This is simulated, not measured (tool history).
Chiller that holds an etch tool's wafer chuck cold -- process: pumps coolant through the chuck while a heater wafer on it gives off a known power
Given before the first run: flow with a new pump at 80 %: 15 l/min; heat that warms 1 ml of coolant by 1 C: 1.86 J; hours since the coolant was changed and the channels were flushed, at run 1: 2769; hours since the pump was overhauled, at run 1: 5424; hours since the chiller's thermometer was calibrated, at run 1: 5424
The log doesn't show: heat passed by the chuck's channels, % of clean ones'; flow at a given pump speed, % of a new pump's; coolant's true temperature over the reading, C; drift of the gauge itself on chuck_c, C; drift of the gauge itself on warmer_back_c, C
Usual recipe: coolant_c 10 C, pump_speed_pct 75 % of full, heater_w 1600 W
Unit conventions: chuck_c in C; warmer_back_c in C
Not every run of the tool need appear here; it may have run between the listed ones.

| run | day | coolant_c | pump_speed_pct | heater_w | hours since the coolant was changed and the channels were flushed | hours since the pump was overhauled | hours since the chiller's thermometer was calibrated | chuck_c | warmer_back_c |
|---|---|---|---|---|---|---|---|---|---|
| 1 | 0.000 | 10 | 75 | 1600 | 2769 | 5424 | 5424 | 19.7 | 3.73 |
|  | 5.346 | chiller's thermometer calibrated |
| 2 | 7.142 | 6 | 75 | 1600 | 2939 | 5594 | 43 | 15.8 | 3.64 |
| 3 | 12.812 | 6 | 75 | 1600 | 3075 | 5730 | 179 | 15.8 | 3.72 |
| 4 | 18.262 | 6 | 75 | 1600 | 3206 | 5861 | 310 | 15.7 | 3.66 |
| 5 | 22.125 | 6 | 75 | 1600 | 3299 | 5954 | 403 | 15.8 | 3.71 |
| 6 | 31.125 | 6 | 75 | 1600 | 3515 | 6170 | 619 | 15.6 | 3.68 |
| 7 | 38.692 | 6 | 75 | 1600 | 3696 | 6351 | 800 | 15.7 | 3.70 |
| 8 | 43.904 | 6 | 75 | 1600 | 3821 | 6476 | 925 | 16.0 | 3.71 |
| 9 | 53.038 | 6 | 75 | 1600 | 4041 | 6696 | 1145 | 15.8 | 3.71 |
| 10 | 61.000 | 6 | 75 | 1600 | 4232 | 6887 | 1336 | 15.7 | 3.72 |
| 11 | 69.808 | 6 | 75 | 1600 | 4443 | 7098 | 1547 | 15.9 | 3.67 |
| 12 | 77.121 | 8 | 75 | 1600 | 4619 | 7274 | 1723 | 17.9 | 3.72 |
| 13 | 81.725 | 8 | 75 | 1600 | 4729 | 7384 | 1833 | 17.8 | 3.73 |
| 14 | 87.067 | 8 | 75 | 1600 | 4857 | 7512 | 1961 | 17.6 | 3.80 |
| 15 | 93.092 | 10 | 75 | 1600 | 5002 | 7657 | 2106 | 19.7 | 3.65 |
| 16 | 100.571 | 10 | 75 | 1600 | 5182 | 7836 | 2285 | 19.9 | 3.72 |
| 17 | 106.204 | 10 | 75 | 1600 | 5317 | 7972 | 2421 | 20.1 | 3.75 |
| 18 | 111.479 | 8 | 74 | 1935 | 5443 | 8098 | 2547 | 20.1 | 4.58 |
| 19 | 120.196 | 8 | 74 | 1935 | 5653 | 8307 | 2756 | 20.0 | 4.57 |
| 20 | 128.958 | 10 | 85 | 1935 | 5863 | 8518 | 2967 | 20.8 | 3.92 |
| 21 | 136.167 | 10 | 85 | 1935 | 6036 | 8691 | 3140 | 20.8 | 3.89 |
| 22 | 145.012 | 0 | 96 | 991 | 6248 | 8903 | 3352 | 5.1 | 1.73 |
| 23 | 152.783 | 6 | 76 | 1212 | 6435 | 9089 | 3538 | 13.3 | 2.79 |
| 24 | 162.054 | 10 | 98 | 1707 | 6657 | 9312 | 3761 | 18.5 | 2.92 |
| 25 | 166.708 | 10 | 67 | 1061 | 6769 | 9424 | 3873 | 17.2 | 2.73 |
|  | 170.679 | coolant changed, channels flushed |
| 26 | 176.358 | 10 | 84 | 1306 | 136 | 9649 | 4098 | 17.3 | 2.66 |
| 27 | 182.367 | 9 | 77 | 1459 | 281 | 9793 | 4242 | 17.7 | 3.27 |

Run 28 is up next; what results do you expect?
| 28 | 188.467 | 10 | 67 | 1729 | 427 | 9940 | 4389 | ? | ? |

{"run 28": {"chuck_c": 21.4, "warmer_back_c": 4.5}}
Minus the tool's unlogged condition, the same run would have read chuck_c 21.4 C, warmer_back_c 4.49 C.
